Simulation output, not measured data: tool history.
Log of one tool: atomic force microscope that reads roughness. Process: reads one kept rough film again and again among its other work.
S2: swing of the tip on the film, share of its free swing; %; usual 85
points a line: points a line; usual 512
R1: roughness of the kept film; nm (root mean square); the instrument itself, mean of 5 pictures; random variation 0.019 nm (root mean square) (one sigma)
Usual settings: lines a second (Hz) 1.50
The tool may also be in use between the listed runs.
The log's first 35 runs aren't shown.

run 36 hour=354.4 | lines_a_second_(Hz)=1.50 S2=89 points_a_line=838 | R1=4.351
run 37 hour=366.3 | lines_a_second_(Hz)=1.59 S2=70 points_a_line=840 | R1=4.827
run 38 hour=375.6 | lines_a_second_(Hz)=1.59 S2=70 points_a_line=840 | R1=4.778
run 39 hour=386.6 | lines_a_second_(Hz)=1.59 S2=70 points_a_line=840 | R1=4.723
run 40 hour=395.3 | lines_a_second_(Hz)=1.50 S2=64 points_a_line=512 | R1=4.834
run 41 hour=407.6 | lines_a_second_(Hz)=1.39 S2=69 points_a_line=489 | R1=4.642
run 42 hour=417.2 | lines_a_second_(Hz)=1.39 S2=69 points_a_line=609 | R1=4.641
run 43 hour=429.9 | lines_a_second_(Hz)=2.48 S2=59 points_a_line=418 | R1=4.590
run 44 hour=438.9 | lines_a_second_(Hz)=0.66 S2=71 points_a_line=418 | R1=4.710
-- hour=440.6 new tip fitted
run 45 hour=446.3 | lines_a_second_(Hz)=1.50 S2=89 points_a_line=512 | R1=4.406
run 46 hour=459.4 | lines_a_second_(Hz)=3.73 S2=88 points_a_line=875 | R1=3.447

4 ways to go on from here, each from the tool as it stands after run 46. What would each give?
run A hour=468.8 | lines_a_second_(Hz)=1.50 S2=64 points_a_line=512 | R1=?
run B hour=468.8 | lines_a_second_(Hz)=1.50 S2=90 points_a_line=278 | R1=?
run C hour=468.8 | lines_a_second_(Hz)=1.50 S2=67 points_a_line=409 | R1=?
run D hour=468.8 | lines_a_second_(Hz)=0.58 S2=85 points_a_line=311 | R1=?

run=A R1=4.963
run=B R1=4.251
run=C R1=4.927
run=D R1=4.867
Without the tool's hidden state the same runs would have given:
run=A R1=5.157
run=B R1=4.417
run=C R1=5.120
run=D R1=5.057

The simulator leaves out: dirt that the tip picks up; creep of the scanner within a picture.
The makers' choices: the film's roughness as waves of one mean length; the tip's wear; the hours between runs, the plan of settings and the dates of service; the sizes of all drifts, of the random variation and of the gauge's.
